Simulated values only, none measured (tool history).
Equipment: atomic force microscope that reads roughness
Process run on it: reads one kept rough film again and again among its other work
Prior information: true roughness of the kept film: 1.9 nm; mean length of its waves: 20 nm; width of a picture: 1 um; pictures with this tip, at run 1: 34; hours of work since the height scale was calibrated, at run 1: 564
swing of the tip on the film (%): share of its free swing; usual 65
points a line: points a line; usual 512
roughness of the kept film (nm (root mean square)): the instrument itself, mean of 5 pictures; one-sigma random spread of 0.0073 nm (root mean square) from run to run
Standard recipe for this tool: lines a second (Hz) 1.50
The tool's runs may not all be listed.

run     day  lines a second (Hz)  swing of the tip on the film (%)  points a line  pictures with this tip  hours of work since the height scale was calibrated  roughness of the kept film (nm (root mean square))
  1   0.000                 1.50                                65            512                      34                                                  564                                               1.445
  2   2.212                 1.50                                65            512                     113                                                  589                                               1.271
  3   3.912                 1.50                                65            512                     174                                                  609                                               1.137
      4.700  -- new tip fitted
  4   4.983                 1.50                                65            512                      11                                                  621                                               1.508
  5   6.321                 1.50                                65            512                      58                                                  636                                               1.372
  6   7.862                 1.50                                65            512                     113                                                  653                                               1.254
  7   9.696                 1.50                                65            512                     179                                                  674                                               1.126
     10.221  -- new tip fitted
  8  11.621                 1.50                                65            512                      50                                                  696                                               1.407
  9  12.733                 1.50                                65            512                      90                                                  709                                               1.295
 10  14.846                 1.50                                65            512                     165                                                  733                                               1.167
     15.738  -- new tip fitted
 11  15.871                 1.50                                65            512                       4                                                  744                                               1.535
 12  17.650                 1.50                                65            512                      68                                                  764                                               1.357
 13  19.896                 0.68                                77            352                     148                                                  790                                               1.163
     21.446  -- new tip fitted
 14  21.683                 0.68                                77            352                       8                                                  810                                               1.503
 15  23.646                 1.50                                77            276                      79                                                  832                                               1.238
 16  25.638                 1.50                                59            923                     150                                                  855                                               1.191
     27.054  -- new tip fitted
 17  27.488                 1.50                                59            923                      15                                                  876                                               1.515
 18  28.812                 1.50                                81            512                      62                                                  891                                               1.303
 19  30.992                 0.87                                81            661                     140                                                  916                                               1.194
 20  32.383                 0.58                                64            268                     190                                                  931                                               1.101
     32.708  -- new tip fitted
 21  34.529                 2.52                                65            554                      65                                                  955                                               1.352

Below are 3 alternative next runs, each starting from the tool's condition after run 21. Predict each:
  A  35.554                 2.52                                65            269                     102                                                  967                                                   ?
  B  35.554                 0.54                                83            512                     102                                                  967                                                   ?
  C  35.554                 2.88                                74            450                     102                                                  967                                                   ?

run  roughness of the kept film (nm (root mean square))
  A                                               1.241
  B                                               1.297
  C                                               1.229
The same runs, with their run-to-run variation unchanged, on a tool lacking any hidden condition would have given:
run  roughness of the kept film (nm (root mean square))
  A                                               1.465
  B                                               1.532
  C                                               1.449

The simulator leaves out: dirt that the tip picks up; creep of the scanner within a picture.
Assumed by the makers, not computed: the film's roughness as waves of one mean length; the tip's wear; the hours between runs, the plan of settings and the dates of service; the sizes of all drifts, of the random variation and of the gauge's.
